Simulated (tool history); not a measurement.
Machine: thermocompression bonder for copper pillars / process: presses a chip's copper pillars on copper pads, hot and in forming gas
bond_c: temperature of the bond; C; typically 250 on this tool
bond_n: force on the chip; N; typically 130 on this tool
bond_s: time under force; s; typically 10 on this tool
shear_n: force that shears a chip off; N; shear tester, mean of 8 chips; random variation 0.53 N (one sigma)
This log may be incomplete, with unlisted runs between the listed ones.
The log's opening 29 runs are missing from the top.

| run | day | bond_c | bond_n | bond_s | shear_n |
|---|---|---|---|---|---|
| 30 | 11.788 | 259 | 101 | 24 | 44.0 |
| 31 | 12.396 | 230 | 83 | 18 | 20.1 |
| 32 | 12.796 | 265 | 96 | 5 | 23.3 |
| 33 | 13.408 | 267 | 131 | 23 | 58.9 |
| 34 | 13.712 | 250 | 145 | 10 | 41.4 |
| 35 | 14.017 | 278 | 140 | 10 | 54.4 |
| 36 | 14.288 | 265 | 142 | 6 | 41.3 |
| 37 | 14.788 | 252 | 146 | 6 | 34.8 |
| 38 | 15.104 | 258 | 80 | 11 | 24.0 |

Branching from run 38: 3 alternative next runs. What would each branch give?
| A | 15.712 | 221 | 80 | 13 | ? |
| B | 15.712 | 250 | 130 | 7 | ? |
| C | 15.712 | 242 | 135 | 10 | ? |

| run | shear_n |
|---|---|
| A | 13.5 |
| B | 32.1 |
| C | 33.7 |
With the hidden condition removed and each run's random variation left untouched, the same runs would have given:
| run | shear_n |
|---|---|
| A | 14.1 |
| B | 33.3 |
| C | 35.0 |
